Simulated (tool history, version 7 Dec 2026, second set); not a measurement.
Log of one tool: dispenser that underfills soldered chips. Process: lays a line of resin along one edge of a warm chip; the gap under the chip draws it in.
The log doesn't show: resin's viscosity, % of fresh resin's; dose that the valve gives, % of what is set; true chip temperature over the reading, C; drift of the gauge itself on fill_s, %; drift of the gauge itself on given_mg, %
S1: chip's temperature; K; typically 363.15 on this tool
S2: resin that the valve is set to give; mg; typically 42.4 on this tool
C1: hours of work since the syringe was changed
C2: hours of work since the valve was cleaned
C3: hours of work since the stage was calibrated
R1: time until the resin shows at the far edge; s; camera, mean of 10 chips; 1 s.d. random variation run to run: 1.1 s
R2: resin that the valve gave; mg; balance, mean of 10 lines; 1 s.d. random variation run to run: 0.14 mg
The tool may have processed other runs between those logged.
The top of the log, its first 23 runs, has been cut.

-- hour=79 dispensing valve cleaned and set on the balance
run 24 hour=79.7 | S1=360.15 S2=39.2 | C1=5 C2=0 C3=91 | R1=140.9 R2=39.09
-- hour=82 new syringe of resin
run 25 hour=82.9 | S1=375.15 S2=47.8 | C1=1 C2=2 C3=93 | R1=72.7 R2=47.83
run 26 hour=86.9 | S1=353.15 S2=47.1 | C1=3 C2=5 C3=96 | R1=173.5 R2=46.88
-- hour=91.3 new syringe of resin
run 27 hour=91.5 | S1=366.15 S2=41.8 | C1=0 C2=8 C3=98 | R1=98.5 R2=41.5
run 28 hour=94.5 | S1=351.15 S2=44.8 | C1=2 C2=10 C3=100 | R1=176.9 R2=44.18
run 29 hour=97 | S1=361.15 S2=45.9 | C1=4 C2=12 C3=102 | R1=130.4 R2=45.25
run 30 hour=99.4 | S1=375.15 S2=40.7 | C1=5 C2=13 C3=104 | R1=87.3 R2=39.99
-- hour=100.6 new syringe of resin
run 31 hour=104.2 | S1=360.15 S2=39.9 | C1=2 C2=16 C3=107 | R1=131.3 R2=39.22
run 32 hour=107.1 | S1=368.15 S2=45.7 | C1=4 C2=18 C3=109 | R1=103.3 R2=44.73
-- hour=109.7 new syringe of resin
run 33 hour=111.4 | S1=359.15 S2=36.3 | C1=1 C2=21 C3=111 | R1=131.6 R2=35.27
run 34 hour=113.3 | S1=350.15 S2=53.9 | C1=2 C2=22 C3=113 | R1=185.2 R2=52.56
run 35 hour=116.3 | S1=350.15 S2=53.9 | C1=4 C2=24 C3=115 | R1=200.3 R2=52.6

3 ways to go on from here, each from the tool as it stands after run 35. What would each give?
-- hour=119.1 new syringe of resin
run A hour=120 | S1=350.15 S2=54.3 | C1=1 C2=27 C3=117 | R1=? R2=?
-- hour=119.1 new syringe of resin
run B hour=120 | S1=348.15 S2=52.9 | C1=1 C2=27 C3=117 | R1=? R2=?
-- hour=119.1 new syringe of resin
run C hour=120 | S1=364.15 S2=42.4 | C1=1 C2=27 C3=117 | R1=? R2=?

run=A R1=177.3 R2=52.81
run=B R1=188.2 R2=51.66
run=C R1=108.9 R2=41.15
Without the tool's unlogged condition, the same runs would have read:
run=A R1=170.5 R2=54.36
run=B R1=180.9 R2=53.18
run=C R1=104.5 R2=42.36

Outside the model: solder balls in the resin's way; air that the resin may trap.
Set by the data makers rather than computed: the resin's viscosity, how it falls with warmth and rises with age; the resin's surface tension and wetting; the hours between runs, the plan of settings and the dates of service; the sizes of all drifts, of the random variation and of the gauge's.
